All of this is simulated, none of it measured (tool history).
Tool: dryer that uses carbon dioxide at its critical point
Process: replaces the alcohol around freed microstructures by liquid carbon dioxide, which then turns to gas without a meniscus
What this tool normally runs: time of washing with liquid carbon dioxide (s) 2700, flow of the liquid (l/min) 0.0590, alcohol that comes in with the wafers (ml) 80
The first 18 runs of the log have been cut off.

run	hour	time of washing with liquid carbon dioxide (s)	flow of the liquid (l/min)	alcohol that comes in with the wafers (ml)	alcohol left in the vessel before it's heated (ppm by volume)
19	435.0	3720	0.0590	80	440
20	453.0	3720	0.0590	80	435
21	469.7	2580	0.0658	79	1400
22	499.3	2700	0.0590	28	766
23	528.2	2160	0.0916	42	410
24	554.4	2160	0.0916	42	411
25	580.5	4140	0.0732	42	146
26	603.6	4140	0.0856	56	129
27	625.9	2700	0.0590	47	1244
28	657.1	1980	0.0391	47	11906
29	680.6	3240	0.0386	44	3239
30	708.9	3960	0.0647	41	210
31	737.8	2340	0.0372	80	16161
32	754.3	2940	0.0372	115	13180
# hour 776.7: inlet filter changed
33	778.6	2940	0.0372	115	9945
34	805.6	2940	0.0372	115	9969
35	824.5	2940	0.0406	49	3307
36	847.7	1860	0.0406	48	11138
37	867.3	3240	0.0590	66	658
38	894.2	2940	0.0590	21	418
39	920.2	2940	0.0590	21	427

What if the next run were any one of these 4? Each begins from the tool's condition after run 39:
A	950.2	4080	0.0940	91	?
B	950.2	1920	0.0363	116	?
C	950.2	1740	0.0352	26	?
D	950.2	2940	0.0700	21	?

run	alcohol left in the vessel before it's heated (ppm by volume)
A	156
B	32835
C	9451
D	256
With no hidden state in the tool, these same runs would have given:
run	alcohol left in the vessel before it's heated (ppm by volume)
A	6
B	30834
C	8836
D	86

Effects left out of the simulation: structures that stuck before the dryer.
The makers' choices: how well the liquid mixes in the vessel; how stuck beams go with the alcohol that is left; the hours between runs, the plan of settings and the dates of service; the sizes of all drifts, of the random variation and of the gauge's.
